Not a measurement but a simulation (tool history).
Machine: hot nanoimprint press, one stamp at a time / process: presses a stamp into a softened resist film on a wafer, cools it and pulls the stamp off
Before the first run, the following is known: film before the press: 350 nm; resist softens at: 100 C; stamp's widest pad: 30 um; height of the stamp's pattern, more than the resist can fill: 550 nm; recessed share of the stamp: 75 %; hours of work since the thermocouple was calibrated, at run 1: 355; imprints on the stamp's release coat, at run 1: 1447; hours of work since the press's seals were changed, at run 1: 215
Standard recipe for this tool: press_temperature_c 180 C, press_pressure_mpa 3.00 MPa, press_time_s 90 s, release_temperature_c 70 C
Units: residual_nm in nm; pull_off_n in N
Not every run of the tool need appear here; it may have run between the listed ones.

| run | hour | press_temperature_c | press_pressure_mpa | press_time_s | release_temperature_c | hours of work since the thermocouple was calibrated | imprints on the stamp's release coat | hours of work since the press's seals were changed | residual_nm | pull_off_n |
|---|---|---|---|---|---|---|---|---|---|---|
| 1 | 0.0 | 180 | 3.00 | 90 | 70 | 355 | 1447 | 215 | 133.4 | 367 |
|  | 59.8 | stamp cleaned and given a new release coat |
| 2 | 74.5 | 180 | 3.00 | 90 | 70 | 390 | 59 | 251 | 134.4 | 222 |
|  | 106.2 | plate thermocouple calibrated |
| 3 | 117.6 | 180 | 3.00 | 90 | 70 | 6 | 220 | 271 | 123.5 | 237 |
| 4 | 166.9 | 180 | 3.00 | 90 | 63 | 31 | 418 | 297 | 124.6 | 267 |
| 5 | 234.6 | 180 | 3.00 | 90 | 63 | 66 | 690 | 331 | 125.4 | 298 |
| 6 | 300.7 | 180 | 3.00 | 90 | 63 | 100 | 956 | 365 | 126.8 | 325 |
| 7 | 366.9 | 180 | 3.00 | 90 | 63 | 134 | 1222 | 400 | 126.9 | 352 |
| 8 | 396.8 | 180 | 3.00 | 90 | 63 | 150 | 1342 | 415 | 127.4 | 355 |
| 9 | 426.1 | 180 | 3.00 | 90 | 63 | 165 | 1460 | 430 | 127.6 | 364 |
| 10 | 473.0 | 180 | 3.00 | 90 | 70 | 189 | 1648 | 454 | 128.8 | 378 |
|  | 483.0 | stamp cleaned and given a new release coat |
| 11 | 508.7 | 180 | 3.00 | 90 | 70 | 204 | 104 | 469 | 129.1 | 228 |
| 12 | 580.8 | 180 | 3.00 | 90 | 70 | 241 | 393 | 507 | 129.5 | 256 |
| 13 | 616.2 | 180 | 3.00 | 90 | 70 | 259 | 536 | 525 | 131.6 | 269 |
| 14 | 657.5 | 180 | 3.00 | 90 | 70 | 281 | 702 | 546 | 130.8 | 271 |
| 15 | 687.8 | 180 | 3.00 | 90 | 70 | 296 | 824 | 562 | 131.4 | 296 |
| 16 | 720.5 | 172 | 2.13 | 65 | 56 | 313 | 955 | 578 | 233.0 | 332 |
| 17 | 780.7 | 172 | 2.13 | 134 | 56 | 344 | 1197 | 609 | 193.2 | 366 |
| 18 | 819.7 | 172 | 2.13 | 134 | 56 | 364 | 1354 | 630 | 194.6 | 379 |
| 19 | 886.7 | 172 | 2.13 | 134 | 56 | 399 | 1623 | 664 | 196.4 | 414 |
|  | 901.0 | plate thermocouple calibrated |
|  | 907.0 | stamp cleaned and given a new release coat |
| 20 | 955.4 | 180 | 1.99 | 90 | 74 | 25 | 194 | 695 | 157.4 | 222 |
| 21 | 990.8 | 173 | 1.99 | 67 | 74 | 43 | 336 | 713 | 220.9 | 238 |
| 22 | 1032.0 | 173 | 1.99 | 128 | 73 | 64 | 502 | 734 | 184.3 | 256 |
| 23 | 1079.9 | 176 | 3.28 | 66 | 70 | 89 | 694 | 759 | 154.6 | 278 |
| 24 | 1147.4 | 176 | 2.28 | 66 | 70 | 124 | 966 | 794 | 191.0 | 304 |
| 25 | 1179.8 | 181 | 3.00 | 61 | 70 | 140 | 1096 | 810 | 140.0 | 324 |
| 26 | 1226.0 | 179 | 3.01 | 61 | 70 | 164 | 1282 | 834 | 150.8 | 347 |
| 27 | 1285.1 | 183 | 3.00 | 90 | 70 | 195 | 1519 | 864 | 115.2 | 366 |
|  | 1327.2 | stamp cleaned and given a new release coat |
| 28 | 1336.1 | 183 | 3.00 | 90 | 70 | 218 | 36 | 888 | 116.1 | 219 |
| 29 | 1403.8 | 189 | 3.00 | 157 | 70 | 253 | 308 | 922 | 76.1 | 247 |

Forecast run 30:
| 30 | 1433.4 | 180 | 3.00 | 138 | 70 | 268 | 427 | 938 | ? | ? |

residual_nm: 113.6 nm
pull_off_n: 256 N
Had the tool carried no hidden state, the very same run would have given residual_nm 106.8 nm, pull_off_n 215 N.

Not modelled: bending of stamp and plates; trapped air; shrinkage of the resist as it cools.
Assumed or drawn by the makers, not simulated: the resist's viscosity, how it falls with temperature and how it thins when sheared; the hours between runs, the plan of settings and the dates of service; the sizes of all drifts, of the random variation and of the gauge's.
